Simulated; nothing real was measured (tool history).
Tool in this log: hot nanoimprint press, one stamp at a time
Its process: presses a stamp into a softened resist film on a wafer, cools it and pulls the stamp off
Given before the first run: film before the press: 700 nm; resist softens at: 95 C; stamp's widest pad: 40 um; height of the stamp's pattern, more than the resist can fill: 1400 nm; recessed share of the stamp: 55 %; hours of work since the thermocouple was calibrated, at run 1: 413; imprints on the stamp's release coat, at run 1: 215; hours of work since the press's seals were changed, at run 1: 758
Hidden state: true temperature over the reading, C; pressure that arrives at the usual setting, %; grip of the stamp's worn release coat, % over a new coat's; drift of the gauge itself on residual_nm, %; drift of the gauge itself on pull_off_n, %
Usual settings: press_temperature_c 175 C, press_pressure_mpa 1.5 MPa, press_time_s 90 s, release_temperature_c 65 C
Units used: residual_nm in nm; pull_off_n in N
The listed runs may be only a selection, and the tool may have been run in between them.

| run | hour | press_temperature_c | press_pressure_mpa | press_time_s | release_temperature_c | hours of work since the thermocouple was calibrated | imprints on the stamp's release coat | hours of work since the press's seals were changed | residual_nm | pull_off_n |
|---|---|---|---|---|---|---|---|---|---|---|
| 1 | 0 | 175 | 1.5 | 90 | 65 | 413 | 215 | 758 | 348.4 | 168 |
| 2 | 59.2 | 175 | 1.5 | 90 | 65 | 452 | 427 | 797 | 350.5 | 168 |
|  | 108.4 | press's hydraulic seals changed and the load cell set to zero |
|  | 127.2 | stamp cleaned and given a new release coat |
| 3 | 141.5 | 175 | 1.5 | 90 | 65 | 498 | 51 | 18 | 350 | 163 |
| 4 | 183.7 | 175 | 1.5 | 90 | 65 | 526 | 202 | 46 | 348 | 160 |
| 5 | 268.8 | 175 | 1.5 | 90 | 65 | 582 | 507 | 103 | 351.5 | 173 |
|  | 277.3 | plate thermocouple calibrated |
|  | 313 | stamp cleaned and given a new release coat |
| 6 | 361.7 | 180 | 1.5 | 90 | 65 | 52 | 175 | 158 | 304 | 171 |
| 7 | 446.5 | 180 | 1.5 | 90 | 65 | 108 | 479 | 214 | 302.7 | 171 |
|  | 496.4 | stamp cleaned and given a new release coat |
| 8 | 533.7 | 185 | 1.5 | 90 | 65 | 162 | 134 | 268 | 265.4 | 166 |
| 9 | 569.9 | 185 | 1.5 | 90 | 65 | 186 | 264 | 292 | 264.3 | 167 |
| 10 | 606.3 | 174 | 1.5 | 90 | 65 | 210 | 394 | 316 | 356.2 | 169 |
|  | 676.4 | stamp cleaned and given a new release coat |
| 11 | 690.2 | 174 | 1.35 | 90 | 65 | 262 | 49 | 368 | 374.2 | 164 |
| 12 | 727 | 175 | 1.16 | 87 | 65 | 286 | 181 | 393 | 400.1 | 163 |
| 13 | 793.8 | 177 | 1.2 | 122 | 56 | 331 | 421 | 437 | 334.1 | 185 |
| 14 | 839.6 | 174 | 1.5 | 58 | 65 | 361 | 585 | 467 | 406.6 | 165 |
|  | 856.6 | stamp cleaned and given a new release coat |
| 15 | 922.2 | 175 | 1.98 | 85 | 69 | 412 | 235 | 518 | 302.6 | 155 |
| 16 | 1004.1 | 175 | 1.97 | 85 | 73 | 466 | 529 | 572 | 304.2 | 146 |
|  | 1041.2 | stamp cleaned and given a new release coat |
| 17 | 1044.4 | 163 | 1.52 | 75 | 55 | 489 | 12 | 595 | 482.1 | 191 |

Run 18 has not been measured yet. What should we expect?
| 18 | 1112.3 | 163 | 2.38 | 75 | 64 | 534 | 255 | 640 | ? | ? |

residual_nm: 408.6 nm
pull_off_n: 171 N
Without the tool's hidden state the same run would have given residual_nm 413.9 nm, pull_off_n 171 N.
